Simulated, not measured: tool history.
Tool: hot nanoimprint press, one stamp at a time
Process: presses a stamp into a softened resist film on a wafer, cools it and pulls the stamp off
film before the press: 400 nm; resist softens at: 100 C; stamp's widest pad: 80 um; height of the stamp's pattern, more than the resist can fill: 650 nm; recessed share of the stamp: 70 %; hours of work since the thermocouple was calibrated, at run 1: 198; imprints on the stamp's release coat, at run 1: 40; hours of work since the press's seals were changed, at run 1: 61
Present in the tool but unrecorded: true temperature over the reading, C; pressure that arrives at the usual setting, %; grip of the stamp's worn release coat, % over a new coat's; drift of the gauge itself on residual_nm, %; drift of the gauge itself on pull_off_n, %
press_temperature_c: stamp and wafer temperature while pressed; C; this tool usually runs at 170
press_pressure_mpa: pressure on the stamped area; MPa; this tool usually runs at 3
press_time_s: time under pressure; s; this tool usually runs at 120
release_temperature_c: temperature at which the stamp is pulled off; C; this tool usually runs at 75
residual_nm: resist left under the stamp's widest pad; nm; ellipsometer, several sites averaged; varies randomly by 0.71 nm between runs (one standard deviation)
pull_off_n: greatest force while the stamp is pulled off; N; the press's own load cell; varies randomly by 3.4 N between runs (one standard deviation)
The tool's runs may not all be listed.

| run | hour | press_temperature_c | press_pressure_mpa | press_time_s | release_temperature_c | hours of work since the thermocouple was calibrated | imprints on the stamp's release coat | hours of work since the press's seals were changed | residual_nm | pull_off_n |
|---|---|---|---|---|---|---|---|---|---|---|
| 1 | 0 | 170 | 3 | 120 | 75 | 198 | 40 | 61 | 154.3 | 160 |
| 2 | 63.5 | 170 | 3 | 127 | 75 | 232 | 185 | 95 | 150.1 | 161 |
| 3 | 104.2 | 170 | 3 | 120 | 75 | 253 | 278 | 116 | 152.5 | 168 |
| 4 | 134.3 | 170 | 3.6 | 120 | 75 | 269 | 346 | 132 | 141.2 | 159 |
| 5 | 191.9 | 170 | 3.6 | 120 | 75 | 300 | 477 | 163 | 141.1 | 172 |
| 6 | 228.4 | 170 | 3 | 83 | 75 | 319 | 560 | 182 | 177.2 | 162 |
|  | 246.2 | stamp cleaned and given a new release coat |
| 7 | 294.7 | 167 | 2.8 | 203 | 75 | 351 | 110 | 214 | 150.3 | 162 |
|  | 304 | plate thermocouple calibrated |
| 8 | 339.7 | 167 | 1.9 | 151 | 76 | 19 | 206 | 236 | 202.1 | 164 |
| 9 | 382.1 | 167 | 1.9 | 151 | 76 | 41 | 302 | 259 | 199.7 | 158 |
| 10 | 432.9 | 170 | 3 | 120 | 62 | 68 | 418 | 286 | 153.8 | 202 |
| 11 | 474.5 | 169 | 3.92 | 96 | 65 | 90 | 513 | 308 | 157.3 | 186 |
|  | 509.5 | stamp cleaned and given a new release coat |
| 12 | 510 | 162 | 3.92 | 96 | 65 | 106 | 1 | 324 | 224.7 | 194 |

3 ways to go on from here, each from the tool as it stands after run 12. What would each give?
| A | 574.5 | 170 | 3.25 | 97 | 65 | 140 | 148 | 358 | ? | ? |
| B | 574.5 | 164 | 4.24 | 96 | 78 | 140 | 148 | 358 | ? | ? |
| C | 574.5 | 170 | 3 | 61 | 75 | 140 | 148 | 358 | ? | ? |

| run | residual_nm | pull_off_n |
|---|---|---|
| A | 161.9 | 195 |
| B | 197.7 | 150 |
| C | 201.4 | 163 |
With no hidden state in the tool, these same runs would have given:
| run | residual_nm | pull_off_n |
|---|---|---|
| A | 160.4 | 194 |
| B | 195.9 | 150 |
| C | 199.6 | 163 |
